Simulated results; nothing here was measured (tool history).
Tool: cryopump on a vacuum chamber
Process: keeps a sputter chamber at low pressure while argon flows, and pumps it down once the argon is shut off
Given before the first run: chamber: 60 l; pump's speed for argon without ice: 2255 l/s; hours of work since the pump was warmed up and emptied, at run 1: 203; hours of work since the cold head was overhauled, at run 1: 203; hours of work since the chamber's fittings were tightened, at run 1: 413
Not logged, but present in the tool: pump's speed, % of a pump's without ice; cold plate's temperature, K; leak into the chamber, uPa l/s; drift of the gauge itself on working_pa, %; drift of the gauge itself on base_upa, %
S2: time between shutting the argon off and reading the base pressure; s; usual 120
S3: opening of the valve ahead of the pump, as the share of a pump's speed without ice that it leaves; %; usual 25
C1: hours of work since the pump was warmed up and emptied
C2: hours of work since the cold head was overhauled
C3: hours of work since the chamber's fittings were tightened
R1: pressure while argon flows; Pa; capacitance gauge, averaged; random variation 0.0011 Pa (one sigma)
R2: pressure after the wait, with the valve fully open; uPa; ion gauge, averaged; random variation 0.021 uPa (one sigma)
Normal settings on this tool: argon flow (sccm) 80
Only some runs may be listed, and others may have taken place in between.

Run 1, day 0: usual settings; C1 203; C2 203; C3 413. Result: R1 0.2521 Pa, R2 0.87 uPa.
Run 2, day 0.642: usual settings; C1 209; C2 209; C3 420. Result: R1 0.2532 Pa, R2 0.9 uPa.
Run 3, day 1.321: usual settings; C1 216; C2 216; C3 427. Result: R1 0.2514 Pa, R2 0.85 uPa.
Run 4, day 2.129: usual settings; C1 224; C2 224; C3 435. Result: R1 0.2535 Pa, R2 0.87 uPa.
Run 5, day 2.871: usual settings; C1 231; C2 231; C3 442. Result: R1 0.2564 Pa, R2 0.92 uPa.
Run 6, day 3.3: usual settings; C1 236; C2 236; C3 446. Result: R1 0.2546 Pa, R2 0.86 uPa.
Run 7, day 3.896: usual settings; C1 242; C2 242; C3 452. Result: R1 0.2569 Pa, R2 0.92 uPa.
Run 8, day 4.417: usual settings but S3 57 %; C1 247; C2 247; C3 458. Result: R1 0.122 Pa, R2 0.92 uPa.
Run 9, day 5.017: usual settings but S2 23 s; C1 253; C2 253; C3 464. Result: R1 0.2562 Pa, R2 2.56 uPa.
Run 10, day 5.833: usual settings but S2 23 s; C1 261; C2 261; C3 472. Result: R1 0.2598 Pa, R2 2.46 uPa.
Run 11, day 6.304: usual settings but argon flow (sccm) 73, S3 32 %; C1 266; C2 266; C3 477. Result: R1 0.1884 Pa, R2 0.96 uPa.
Run 12, day 6.988: usual settings but argon flow (sccm) 73, S3 32 %; C1 273; C2 273; C3 484. Result: R1 0.1866 Pa, R2 0.99 uPa.
Run 13, day 7.8: usual settings but argon flow (sccm) 55, S2 56 s, S3 32 %; C1 281; C2 281; C3 492. Result: R1 0.1414 Pa, R2 1.41 uPa.
Run 14, day 8.629: usual settings but argon flow (sccm) 55, S2 56 s, S3 32 %; C1 289; C2 289; C3 500. Result: R1 0.1427 Pa, R2 1.42 uPa.
Run 15, day 9.1: usual settings but argon flow (sccm) 67, S2 103 s, S3 19 %; C1 294; C2 294; C3 505. Result: R1 0.2811 Pa, R2 0.98 uPa.
Run 16, day 9.983: usual settings but argon flow (sccm) 67, S2 103 s, S3 51 %; C1 303; C2 303; C3 514. Result: R1 0.1167 Pa, R2 1.09 uPa.
Run 17, day 10.433: usual settings but argon flow (sccm) 67, S2 103 s, S3 51 %; C1 308; C2 308; C3 518. Result: R1 0.116 Pa, R2 1.09 uPa.
Run 18, day 11.229: usual settings but argon flow (sccm) 146, S2 21 s, S3 51 %; C1 316; C2 316; C3 526. Result: R1 0.2551 Pa, R2 2.83 uPa.
At day 11.904: pump warmed up, emptied and cooled again.
Run 19, day 11.938: usual settings but argon flow (sccm) 111, S2 153 s; C1 0; C2 321; C3 531. Result: R1 0.3353 Pa, R2 0.77 uPa.
Run 20, day 12.367: usual settings but argon flow (sccm) 50, S3 22 %; C1 5; C2 325; C3 536. Result: R1 0.1711 Pa, R2 0.89 uPa.

3 options for the next run, each taken on its own from the tool as it stands now. Forecast them:
Run A, day 13.162: usual settings but S2 62 s, S3 20 %; C1 13; C2 333; C3 544. Result: R1 ?, R2 ?.
Run B, day 13.162: usual settings but argon flow (sccm) 103, S2 46 s; C1 13; C2 333; C3 544. Result: R1 ?, R2 ?.
Run C, day 13.162: usual settings but S2 35 s, S3 16 %; C1 13; C2 333; C3 544. Result: R1 ?, R2 ?.

run      R1    R2
  A  0.3004  1.22
  B  0.3114  1.48
  C  0.3732  1.78
Without the tool's hidden state the same runs would have given:
run      R1    R2
  A  0.2994  0.85
  B    0.31   1.1
  C  0.3721   1.4

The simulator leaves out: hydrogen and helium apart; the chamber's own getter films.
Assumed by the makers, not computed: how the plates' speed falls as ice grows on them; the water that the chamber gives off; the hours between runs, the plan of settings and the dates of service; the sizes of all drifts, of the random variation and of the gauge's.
